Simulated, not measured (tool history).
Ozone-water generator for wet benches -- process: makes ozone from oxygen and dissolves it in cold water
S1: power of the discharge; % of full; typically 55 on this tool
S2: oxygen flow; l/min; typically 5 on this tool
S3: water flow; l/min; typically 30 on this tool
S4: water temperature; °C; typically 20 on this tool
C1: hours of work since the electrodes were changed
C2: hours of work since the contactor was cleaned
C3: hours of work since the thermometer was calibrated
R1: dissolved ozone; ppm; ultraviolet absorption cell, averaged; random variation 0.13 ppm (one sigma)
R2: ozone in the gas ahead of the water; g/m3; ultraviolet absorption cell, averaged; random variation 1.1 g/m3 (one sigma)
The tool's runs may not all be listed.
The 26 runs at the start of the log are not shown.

| run | hour | S1 | S2 | S3 | S4 | C1 | C2 | C3 | R1 | R2 |
|---|---|---|---|---|---|---|---|---|---|---|
| 27 | 814.7 | 55 | 3.94 | 28 | 28 | 1332 | 7145 | 103 | 12.2 | 215.5 |
| 28 | 855.4 | 65 | 5 | 30 | 23 | 1364 | 7178 | 135 | 14.5 | 219.1 |
| 29 | 873.5 | 54 | 5 | 33 | 23 | 1379 | 7192 | 149 | 11.3 | 188 |
| 30 | 911.7 | 55 | 3.81 | 30 | 18 | 1409 | 7223 | 180 | 12.5 | 215.5 |
| 31 | 938.2 | 55 | 3.81 | 30 | 18 | 1430 | 7244 | 201 | 12.4 | 216.6 |
| 32 | 958.5 | 46 | 4.63 | 30 | 18 | 1447 | 7260 | 217 | 11.2 | 171.4 |
| 33 | 993.2 | 46 | 4.63 | 30 | 18 | 1474 | 7288 | 245 | 11.1 | 170.1 |
| 34 | 1033.5 | 43 | 2.84 | 30 | 16 | 1507 | 7320 | 277 | 9.6 | 202.8 |

Each row is a separate what-if for the run after 34, all from the same tool condition, not one after another. Results?
| A | 1052.2 | 70 | 3.59 | 30 | 20 | 1521 | 7335 | 292 | ? | ? |
| B | 1052.2 | 57 | 3.18 | 30 | 28 | 1521 | 7335 | 292 | ? | ? |
| C | 1052.2 | 47 | 5 | 27 | 16 | 1521 | 7335 | 292 | ? | ? |

| run | R1 | R2 |
|---|---|---|
| A | 14.8 | 273.6 |
| B | 11.4 | 244.9 |
| C | 12.9 | 166 |
The same runs, with their run-to-run variation unchanged, on a tool lacking any hidden condition would have given:
| run | R1 | R2 |
|---|---|---|
| A | 14.8 | 276.8 |
| B | 11.4 | 247.7 |
| C | 13 | 167.9 |
